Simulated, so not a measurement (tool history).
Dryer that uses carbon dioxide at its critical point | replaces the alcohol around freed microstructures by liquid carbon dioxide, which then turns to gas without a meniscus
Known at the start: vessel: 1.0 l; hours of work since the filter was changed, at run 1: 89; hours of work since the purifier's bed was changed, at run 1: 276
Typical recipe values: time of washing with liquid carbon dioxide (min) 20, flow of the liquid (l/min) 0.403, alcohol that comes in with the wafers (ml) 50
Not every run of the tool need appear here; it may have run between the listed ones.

run,hour,time of washing with liquid carbon dioxide (min),flow of the liquid (l/min),alcohol that comes in with the wafers (ml),hours of work since the filter was changed,hours of work since the purifier's bed was changed,alcohol left in the vessel before it's heated (ppm by volume)
1,0.0,20,0.403,50,89,276,64
2,16.3,20,0.403,50,95,282,80
3,30.7,20,0.468,50,100,287,44
4,49.3,20,0.403,50,107,294,75
5,70.6,20,0.403,50,114,302,76
6,93.9,20,0.403,26,123,310,55
7,112.9,20,0.353,50,130,317,138
8,128.6,20,0.353,50,135,323,137
9,146.4,20,0.403,50,142,329,87
10,166.4,32,0.403,50,149,337,34
11,176.7,17,0.403,50,153,340,173
12,188.2,20,0.403,50,157,345,86
13,200.4,20,0.403,50,161,349,91
14,217.9,17,0.403,50,168,355,178
15,230.2,17,0.403,50,172,360,176
# hour 240.8: inlet filter changed
16,241.5,17,0.278,50,0,364,712
17,265.5,20,0.403,50,9,372,70
18,277.6,20,0.403,50,13,377,66
19,292.6,20,0.330,50,19,382,170
20,308.4,20,0.432,50,25,388,60
21,324.8,20,0.432,50,30,394,50
22,336.8,20,0.403,50,35,398,77
23,349.8,20,0.403,50,40,403,78
24,367.7,23,0.403,50,46,409,48
25,392.7,23,0.403,50,55,418,51
26,415.7,16,0.680,50,63,427,50
27,430.3,16,0.680,50,69,432,36
28,453.4,21,0.302,50,77,440,226
29,469.3,20,0.403,65,83,446,99
30,493.4,20,0.253,111,92,455,1268
31,511.4,25,0.499,21,98,462,43
32,522.6,15,0.403,31,102,466,200
33,546.7,23,0.561,89,111,474,48
34,565.2,16,0.386,64,118,481,354
35,590.4,30,0.261,26,127,490,71
36,614.2,30,0.261,54,136,499,96
37,637.8,19,0.407,37,144,507,97
38,662.1,15,0.662,84,153,516,68
39,677.4,15,0.662,84,158,522,67
40,696.7,16,0.525,22,166,529,64
41,706.9,18,0.396,22,169,532,91
# hour 724.4: inlet filter changed
42,725.2,18,0.396,22,0,539,82
43,740.4,18,0.396,22,6,544,83
44,759.7,18,0.396,22,13,551,91
45,783.6,24,0.347,89,21,560,98
46,808.3,24,0.347,89,30,569,106
47,831.7,20,0.385,32,39,577,81

How the hidden state differs across the entries between the runs, from the last listed run before each to the first after it:
Logged between run 15 and run 16: inlet filter changed (hour 240.8)
  flow that reaches the vessel past the clogged filter, %: 95 -> 99.5; alcohol in the recycled carbon dioxide, ppm: 34.2 -> 34.5
  difference, measured minus the result without the unlogged condition, alcohol left in the vessel before it's heated (ppm by volume): +67 -> +44
Logged between run 41 and run 42: inlet filter changed (hour 724.4)
  flow that reaches the vessel past the clogged filter, %: 94.6 -> 99.9; alcohol in the recycled carbon dioxide, ppm: 47.9 -> 48.4
  difference, measured minus the result without the unlogged condition, alcohol left in the vessel before it's heated (ppm by volume): +57 -> +44
